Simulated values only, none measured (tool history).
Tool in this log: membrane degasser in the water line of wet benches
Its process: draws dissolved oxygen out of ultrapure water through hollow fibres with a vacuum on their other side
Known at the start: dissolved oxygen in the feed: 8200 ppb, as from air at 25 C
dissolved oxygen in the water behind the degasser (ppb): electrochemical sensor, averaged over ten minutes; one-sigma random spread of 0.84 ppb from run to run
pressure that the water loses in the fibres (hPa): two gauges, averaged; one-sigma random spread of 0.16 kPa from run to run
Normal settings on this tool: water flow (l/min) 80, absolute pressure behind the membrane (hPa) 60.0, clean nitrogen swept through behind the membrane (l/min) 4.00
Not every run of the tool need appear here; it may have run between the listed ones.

| run | hour | water flow (l/min) | absolute pressure behind the membrane (hPa) | clean nitrogen swept through behind the membrane (l/min) | dissolved oxygen in the water behind the degasser (ppb) | pressure that the water loses in the fibres (hPa) |
|---|---|---|---|---|---|---|
| 1 | 0.0 | 80 | 60.0 | 4.00 | 132.5 | 340.7 |
| 2 | 55.5 | 80 | 60.0 | 4.00 | 132.5 | 340.1 |
| 3 | 89.6 | 80 | 60.0 | 4.00 | 132.2 | 339.8 |
| 4 | 132.5 | 80 | 60.0 | 4.00 | 132.4 | 340.2 |
| 5 | 195.0 | 80 | 60.0 | 4.00 | 132.0 | 337.4 |
| 6 | 258.9 | 80 | 60.0 | 4.00 | 131.3 | 341.5 |
| 7 | 295.3 | 80 | 60.0 | 4.00 | 132.9 | 341.6 |
| 8 | 347.1 | 80 | 60.0 | 4.00 | 132.7 | 343.5 |
| 9 | 386.6 | 80 | 60.0 | 4.00 | 131.5 | 343.0 |
| 10 | 417.9 | 80 | 60.0 | 4.00 | 133.0 | 342.5 |
| 11 | 462.1 | 80 | 60.0 | 4.00 | 132.2 | 343.9 |
| 12 | 522.0 | 80 | 60.0 | 5.18 | 107.6 | 344.4 |
| 13 | 580.8 | 80 | 60.0 | 5.18 | 107.9 | 338.5 |
|  | 585.7 | vacuum gauge calibrated |
| 14 | 615.5 | 80 | 76.9 | 5.18 | 167.7 | 339.0 |
| 15 | 692.3 | 80 | 76.9 | 5.18 | 168.0 | 339.9 |
| 16 | 756.5 | 80 | 52.8 | 5.18 | 83.0 | 342.4 |
| 17 | 814.4 | 80 | 52.8 | 5.18 | 82.8 | 339.8 |
| 18 | 852.8 | 80 | 52.8 | 5.18 | 83.5 | 338.7 |
| 19 | 920.4 | 65 | 60.0 | 2.58 | 158.7 | 279.6 |
| 20 | 988.6 | 65 | 60.0 | 2.58 | 157.7 | 275.7 |
|  | 1037.4 | vacuum gauge calibrated, once more |
| 21 | 1056.2 | 65 | 60.0 | 2.58 | 158.1 | 278.5 |
| 22 | 1113.7 | 97 | 60.0 | 2.45 | 236.4 | 413.9 |
| 23 | 1166.5 | 89 | 70.8 | 6.93 | 126.6 | 376.1 |

Some steps in dissolved oxygen in the water behind the degasser (ppb) between neighbouring runs. How much of each would the tool show without its hidden state too (settings, what came in, random variation), and how much is left for the hidden state, with any gauge scatter that isn't in both results?
Hidden conditions of the tool in this case: membrane still open, %; true pressure behind the membrane over the reading, kPa; air that leaks in behind the membrane, l/min; drift of the gauge itself on oxygen_ppb, %; drift of the gauge itself on loss_of_pressure_kpa, %.
Run 15 -> 16: absolute pressure behind the membrane (hPa) 76.9 -> 52.8. dissolved oxygen in the water behind the degasser (ppb) -85.0: hidden state -0.2, all else -84.8.
Run 21 -> 22: water flow (l/min) 65 -> 97, clean nitrogen swept through behind the membrane (l/min) 2.58 -> 2.45. dissolved oxygen in the water behind the degasser (ppb) +78.3: hidden state +1.4, all else +76.9.
Run 22 -> 23: water flow (l/min) 97 -> 89, absolute pressure behind the membrane (hPa) 60.0 -> 70.8, clean nitrogen swept through behind the membrane (l/min) 2.45 -> 6.93. dissolved oxygen in the water behind the degasser (ppb) -109.8: hidden state -1.7, all else -108.1.
